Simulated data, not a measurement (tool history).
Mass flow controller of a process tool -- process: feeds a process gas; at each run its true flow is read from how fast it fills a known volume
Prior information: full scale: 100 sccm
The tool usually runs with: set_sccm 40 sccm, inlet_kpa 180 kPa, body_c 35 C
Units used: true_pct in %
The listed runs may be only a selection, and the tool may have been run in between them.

run,hour,set_sccm,inlet_kpa,body_c,true_pct
1,0.0,40,180,35,99.36
2,93.7,40,166,35,99.37
3,151.0,40,180,35,99.58
4,240.5,40,180,35,99.50
5,326.7,40,180,35,99.44
6,377.7,40,252,35,99.28
7,459.8,58,180,35,99.83
8,516.2,58,180,35,99.65
9,572.8,58,180,35,99.70
10,668.4,58,180,35,99.92
11,732.6,40,172,35,99.57
12,812.1,40,180,35,99.74
13,903.3,40,167,35,99.68
14,981.6,40,145,35,99.75
15,1065.9,40,180,35,99.73
16,1142.9,16,180,35,100.22
17,1195.3,16,180,35,100.29
18,1261.0,11,185,27,100.59
19,1320.0,30,180,35,99.78
20,1387.3,15,180,24,100.19
21,1464.7,11,154,35,101.12
22,1561.7,74,153,29,100.14
23,1640.1,19,153,29,100.21
24,1740.2,15,206,22,100.51
25,1828.0,15,192,34,100.89
26,1914.8,37,192,34,99.95
27,1960.2,41,221,36,99.90
28,2027.4,41,221,36,99.88
29,2095.0,41,221,36,100.03

What if the next run were any one of these 3? Each begins from the tool's condition after run 29:
A,2195.5,28,248,24,?
B,2195.5,41,221,34,?
C,2195.5,45,173,36,?

run,true_pct
A,99.75
B,100.11
C,100.12
Stripped of hidden state, with their random variation kept, the same runs would have yielded:
run,true_pct
A,98.51
B,99.29
C,99.38

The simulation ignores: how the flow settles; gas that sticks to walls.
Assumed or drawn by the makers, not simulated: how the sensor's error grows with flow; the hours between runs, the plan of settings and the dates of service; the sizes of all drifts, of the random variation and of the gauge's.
